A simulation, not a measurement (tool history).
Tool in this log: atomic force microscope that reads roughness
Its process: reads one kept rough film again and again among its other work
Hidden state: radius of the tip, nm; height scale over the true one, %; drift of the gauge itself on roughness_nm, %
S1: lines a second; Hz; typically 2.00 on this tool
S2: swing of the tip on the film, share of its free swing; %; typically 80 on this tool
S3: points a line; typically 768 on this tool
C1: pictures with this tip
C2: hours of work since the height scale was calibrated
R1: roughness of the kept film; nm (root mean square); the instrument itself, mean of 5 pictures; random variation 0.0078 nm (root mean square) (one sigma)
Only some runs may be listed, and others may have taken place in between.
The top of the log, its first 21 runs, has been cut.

run	day	S1	S2	S3	C1	C2	R1
22	5.908	1.81	88	611	205	166	1.591
23	6.154	1.81	88	611	212	171	1.607
24	6.383	1.81	88	611	219	175	1.602
25	6.758	1.53	65	258	231	182	1.832
26	7.104	1.53	65	258	241	188	1.829
# day 7.229: new tip fitted
27	7.462	0.55	80	768	7	195	1.869
28	7.742	0.55	80	768	16	200	1.872
29	8.012	1.02	71	768	24	205	1.853
30	8.212	2.28	59	810	30	208	1.864

3 ways to go on from here, each from the tool as it stands after run 30. What would each give?
A	8.388	2.28	59	410	35	212	?
B	8.388	1.98	59	451	35	212	?
C	8.388	2.00	80	328	35	212	?

run	R1
A	1.853
B	1.863
C	1.685
Stripped of hidden state, with their random variation kept, the same runs would have yielded:
run	R1
A	1.854
B	1.864
C	1.685

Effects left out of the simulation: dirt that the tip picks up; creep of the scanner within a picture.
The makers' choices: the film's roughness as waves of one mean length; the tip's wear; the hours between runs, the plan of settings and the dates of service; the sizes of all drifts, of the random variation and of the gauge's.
